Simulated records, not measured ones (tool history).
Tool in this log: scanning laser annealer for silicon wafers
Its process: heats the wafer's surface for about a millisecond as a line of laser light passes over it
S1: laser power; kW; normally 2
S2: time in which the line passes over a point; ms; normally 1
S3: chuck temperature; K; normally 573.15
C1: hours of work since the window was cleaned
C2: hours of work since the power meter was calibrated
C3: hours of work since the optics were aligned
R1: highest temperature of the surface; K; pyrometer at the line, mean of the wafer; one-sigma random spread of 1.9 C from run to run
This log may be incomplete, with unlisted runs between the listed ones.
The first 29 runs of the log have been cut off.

{"run": 30, "hour": 348.2, "S1": 1.873, "S2": 0.72, "S3": 574.15, "C1": 177, "C2": 662, "C3": 88, "R1": 1191.15}
{"run": 31, "hour": 364.7, "S1": 1.993, "S2": 0.75, "S3": 568.15, "C1": 188, "C2": 673, "C3": 99, "R1": 1245.15}
{"run": 32, "hour": 374.1, "S1": 1.993, "S2": 1, "S3": 568.15, "C1": 195, "C2": 679, "C3": 105, "R1": 1337.15}
{"run": 33, "hour": 387.4, "S1": 1.733, "S2": 0.74, "S3": 562.15, "C1": 204, "C2": 688, "C3": 114, "R1": 1129.15}
{"run": 34, "hour": 402.7, "S1": 1.851, "S2": 1.19, "S3": 565.15, "C1": 214, "C2": 699, "C3": 124, "R1": 1320.15}
{"run": 35, "hour": 414.5, "S1": 1.851, "S2": 1.19, "S3": 565.15, "C1": 222, "C2": 707, "C3": 132, "R1": 1317.15}
{"run": 36, "hour": 431.1, "S1": 1.851, "S2": 1.15, "S3": 589.15, "C1": 233, "C2": 718, "C3": 143, "R1": 1333.15}
{"run": 37, "hour": 444.0, "S1": 1.851, "S2": 1.15, "S3": 589.15, "C1": 242, "C2": 726, "C3": 152, "R1": 1331.15}
{"run": 38, "hour": 456.4, "S1": 1.851, "S2": 0.75, "S3": 551.15, "C1": 250, "C2": 735, "C3": 160, "R1": 1164.15}
{"run": 39, "hour": 468.8, "S1": 1.865, "S2": 0.8, "S3": 573.15, "C1": 258, "C2": 743, "C3": 169, "R1": 1209.15}
{"run": 40, "hour": 478.2, "S1": 2, "S2": 1.02, "S3": 556.15, "C1": 265, "C2": 749, "C3": 175, "R1": 1325.15}

3 options for the next run, each taken on its own from the tool as it stands now. Forecast them:
{"run": "A", "hour": 492.1, "S1": 1.728, "S2": 1.02, "S3": 556.15, "C1": 274, "C2": 759, "C3": 184, "R1": "?"}
{"run": "B", "hour": 492.1, "S1": 2.166, "S2": 1.18, "S3": 572.15, "C1": 274, "C2": 759, "C3": 184, "R1": "?"}
{"run": "C", "hour": 492.1, "S1": 2, "S2": 1, "S3": 596.15, "C1": 274, "C2": 759, "C3": 184, "R1": "?"}

run=A R1=1204.15
run=B R1=1471.15
run=C R1=1355.15
Stripped of hidden state, with their random variation kept, the same runs would have yielded:
run=A R1=1229.15
run=B R1=1507.15
run=C R1=1385.15

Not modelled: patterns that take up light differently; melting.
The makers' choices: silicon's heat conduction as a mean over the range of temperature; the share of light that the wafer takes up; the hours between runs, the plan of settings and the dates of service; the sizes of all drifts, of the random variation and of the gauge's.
